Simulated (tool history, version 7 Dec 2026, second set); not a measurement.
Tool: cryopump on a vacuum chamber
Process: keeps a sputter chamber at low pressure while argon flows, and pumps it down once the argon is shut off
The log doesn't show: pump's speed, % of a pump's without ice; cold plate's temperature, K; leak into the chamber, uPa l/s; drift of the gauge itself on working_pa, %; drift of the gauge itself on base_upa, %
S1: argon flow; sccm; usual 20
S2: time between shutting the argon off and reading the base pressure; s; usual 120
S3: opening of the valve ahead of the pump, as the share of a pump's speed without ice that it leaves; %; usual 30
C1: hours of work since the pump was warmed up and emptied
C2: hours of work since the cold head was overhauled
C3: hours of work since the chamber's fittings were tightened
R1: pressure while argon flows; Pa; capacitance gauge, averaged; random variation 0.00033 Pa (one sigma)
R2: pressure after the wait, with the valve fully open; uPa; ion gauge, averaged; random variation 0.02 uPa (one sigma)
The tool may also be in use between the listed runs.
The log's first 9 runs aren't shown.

run 10 hour=342 | S1=20 S2=120 S3=30 | C1=824 C2=824 C3=613 | R1=0.0512 R2=0.45
run 11 hour=390.6 | S1=20 S2=35 S3=30 | C1=861 C2=861 C3=651 | R1=0.0521 R2=0.74
run 12 hour=424.3 | S1=8 S2=120 S3=30 | C1=886 C2=886 C3=676 | R1=0.0209 R2=0.47
run 13 hour=459.6 | S1=8 S2=120 S3=30 | C1=913 C2=913 C3=703 | R1=0.0207 R2=0.46
run 14 hour=504.1 | S1=9 S2=120 S3=30 | C1=947 C2=947 C3=737 | R1=0.0238 R2=0.45
run 15 hour=530 | S1=9 S2=120 S3=30 | C1=967 C2=967 C3=757 | R1=0.0235 R2=0.47
run 16 hour=580.4 | S1=9 S2=120 S3=30 | C1=1005 C2=1005 C3=795 | R1=0.0235 R2=0.48
run 17 hour=630.8 | S1=20 S2=120 S3=30 | C1=1044 C2=1044 C3=833 | R1=0.0532 R2=0.53
run 18 hour=679.1 | S1=21 S2=131 S3=21 | C1=1080 C2=1080 C3=870 | R1=0.0775 R2=0.51
run 19 hour=713.7 | S1=21 S2=150 S3=28 | C1=1107 C2=1107 C3=897 | R1=0.0598 R2=0.51
-- hour=734.2 pump warmed up, emptied and cooled again
run 20 hour=746.4 | S1=20 S2=52 S3=30 | C1=9 C2=1128 C3=918 | R1=0.0481 R2=0.58
run 21 hour=785.6 | S1=16 S2=28 S3=25 | C1=39 C2=1158 C3=948 | R1=0.0464 R2=0.85
run 22 hour=834.2 | S1=20 S2=27 S3=18 | C1=76 C2=1195 C3=985 | R1=0.0812 R2=0.84
run 23 hour=877.9 | S1=17 S2=120 S3=30 | C1=109 C2=1228 C3=1018 | R1=0.0413 R2=0.47
run 24 hour=933.1 | S1=20 S2=165 S3=30 | C1=151 C2=1270 C3=1060 | R1=0.0494 R2=0.43
run 25 hour=975.7 | S1=20 S2=95 S3=30 | C1=184 C2=1303 C3=1092 | R1=0.0498 R2=0.5
run 26 hour=1004.1 | S1=13 S2=63 S3=44 | C1=206 C2=1324 C3=1114 | R1=0.0228 R2=0.59
run 27 hour=1060.2 | S1=20 S2=166 S3=30 | C1=248 C2=1367 C3=1157 | R1=0.049 R2=0.47
run 28 hour=1105.1 | S1=10 S2=166 S3=47 | C1=283 C2=1401 C3=1191 | R1=0.0163 R2=0.48
run 29 hour=1135.9 | S1=20 S2=27 S3=34 | C1=306 C2=1425 C3=1214 | R1=0.0438 R2=0.91
run 30 hour=1179.5 | S1=26 S2=61 S3=25 | C1=339 C2=1458 C3=1248 | R1=0.0767 R2=0.63
run 31 hour=1205 | S1=12 S2=22 S3=27 | C1=359 C2=1477 C3=1267 | R1=0.0331 R2=1.01
run 32 hour=1234.4 | S1=14 S2=120 S3=15 | C1=381 C2=1500 C3=1289 | R1=0.0684 R2=0.51
run 33 hour=1269 | S1=28 S2=120 S3=58 | C1=407 C2=1526 C3=1316 | R1=0.0378 R2=0.57

Forecast each of these 3 alternatives for the next run:
run A hour=1304.1 | S1=10 S2=224 S3=31 | C1=434 C2=1553 C3=1343 | R1=? R2=?
run B hour=1304.1 | S1=9 S2=171 S3=16 | C1=434 C2=1553 C3=1343 | R1=? R2=?
run C hour=1304.1 | S1=10 S2=24 S3=30 | C1=434 C2=1553 C3=1343 | R1=? R2=?

run=A R1=0.0246 R2=0.47
run=B R1=0.0416 R2=0.49
run=C R1=0.0251 R2=1.01
Without the tool's hidden state the same runs would have given:
run=A R1=0.0237 R2=0.18
run=B R1=0.0408 R2=0.19
run=C R1=0.0242 R2=0.71
